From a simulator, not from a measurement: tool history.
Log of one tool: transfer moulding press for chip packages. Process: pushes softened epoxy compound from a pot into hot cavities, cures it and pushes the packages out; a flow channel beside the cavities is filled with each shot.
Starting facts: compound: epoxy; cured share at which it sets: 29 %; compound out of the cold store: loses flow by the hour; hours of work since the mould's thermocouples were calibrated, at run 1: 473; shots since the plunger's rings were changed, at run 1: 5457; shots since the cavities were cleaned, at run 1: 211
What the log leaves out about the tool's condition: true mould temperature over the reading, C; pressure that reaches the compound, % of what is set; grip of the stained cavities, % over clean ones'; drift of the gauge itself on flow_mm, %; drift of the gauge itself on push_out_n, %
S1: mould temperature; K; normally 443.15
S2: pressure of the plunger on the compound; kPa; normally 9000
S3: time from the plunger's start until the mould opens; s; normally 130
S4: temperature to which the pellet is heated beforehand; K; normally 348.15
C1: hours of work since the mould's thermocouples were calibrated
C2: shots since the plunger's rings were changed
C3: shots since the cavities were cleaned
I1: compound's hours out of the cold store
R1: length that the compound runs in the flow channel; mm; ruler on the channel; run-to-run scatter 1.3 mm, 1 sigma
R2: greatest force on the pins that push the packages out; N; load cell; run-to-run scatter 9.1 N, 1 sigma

| run | day | S1 | S2 | S3 | S4 | C1 | C2 | C3 | I1 | R1 | R2 |
|---|---|---|---|---|---|---|---|---|---|---|---|
| 1 | 0.000 | 443.15 | 9000 | 130 | 348.15 | 473 | 5457 | 211 | 38.3 | 477 | 506 |
|  | 1.433 | plunger's sealing rings changed |
|  | 1.742 | cavities cleaned with cleaning compound and waxed |
| 2 | 3.446 | 443.15 | 9000 | 130 | 348.15 | 516 | 394 | 344 | 21.8 | 527 | 542 |
|  | 4.571 | cavities cleaned with cleaning compound and waxed |
| 3 | 6.029 | 443.15 | 9000 | 130 | 348.15 | 548 | 902 | 294 | 18.5 | 534 | 528 |
|  | 7.242 | cavities cleaned with cleaning compound and waxed |
| 4 | 7.492 | 443.15 | 9000 | 130 | 348.15 | 566 | 1184 | 50 | 16.5 | 535 | 471 |
|  | 7.850 | mould's thermocouples calibrated |
| 5 | 9.462 | 443.15 | 9000 | 130 | 348.15 | 21 | 1564 | 430 | 20.9 | 525 | 573 |
|  | 10.058 | cavities cleaned with cleaning compound and waxed |
| 6 | 12.196 | 443.15 | 9000 | 130 | 348.15 | 55 | 2103 | 431 | 11.4 | 545 | 588 |
|  | 12.838 | cavities cleaned with cleaning compound and waxed |
| 7 | 14.183 | 443.15 | 9000 | 130 | 348.15 | 80 | 2491 | 271 | 23.4 | 517 | 521 |
|  | 15.583 | cavities cleaned with cleaning compound and waxed |
| 8 | 16.179 | 443.15 | 6810 | 130 | 348.15 | 105 | 2880 | 120 | 33.9 | 432 | 485 |
|  | 18.362 | cavities cleaned with cleaning compound and waxed |
| 9 | 18.367 | 443.15 | 6810 | 160 | 348.15 | 132 | 3308 | 0 | 8.6 | 475 | 353 |
| 10 | 20.588 | 438.15 | 9000 | 130 | 348.15 | 161 | 3756 | 448 | 35.2 | 505 | 780 |
|  | 21.258 | cavities cleaned with cleaning compound and waxed |
| 11 | 23.196 | 438.15 | 9000 | 130 | 348.15 | 193 | 4269 | 391 | 8.5 | 562 | 821 |
|  | 23.954 | cavities cleaned with cleaning compound and waxed |
| 12 | 26.304 | 438.15 | 9000 | 130 | 348.15 | 232 | 4883 | 474 | 14.8 | 545 | 825 |
|  | 26.650 | cavities cleaned with cleaning compound and waxed |
| 13 | 29.038 | 440.15 | 9000 | 130 | 348.15 | 267 | 5421 | 481 | 11.8 | 542 | 710 |
|  | 29.408 | cavities cleaned with cleaning compound and waxed |
|  | 30.588 | plunger's sealing rings changed |
|  | 32.183 | cavities cleaned with cleaning compound and waxed |
| 14 | 32.329 | 443.15 | 9000 | 130 | 343.15 | 306 | 339 | 30 | 37.2 | 493 | 446 |
| 15 | 33.783 | 443.15 | 9000 | 130 | 343.15 | 325 | 631 | 322 | 14.3 | 543 | 539 |
|  | 34.871 | cavities cleaned with cleaning compound and waxed |
| 16 | 36.275 | 443.15 | 9000 | 162 | 356.15 | 356 | 1121 | 283 | 39.3 | 486 | 460 |
|  | 37.571 | cavities cleaned with cleaning compound and waxed |
| 17 | 39.300 | 443.15 | 9000 | 122 | 356.15 | 394 | 1718 | 348 | 19.0 | 528 | 604 |
|  | 40.325 | cavities cleaned with cleaning compound and waxed |
| 18 | 41.462 | 443.15 | 9000 | 122 | 356.15 | 421 | 2141 | 229 | 11.0 | 543 | 580 |

What does the tool deliver on the next run?
| 19 | 42.917 | 443.15 | 9000 | 120 | 356.15 | 440 | 2434 | 522 | 20.1 | ? | ? |

Run 19 gave R1 523 mm, R2 717 N.
With no hidden state in the tool, this same run would have given R1 530 mm, R2 484 N.
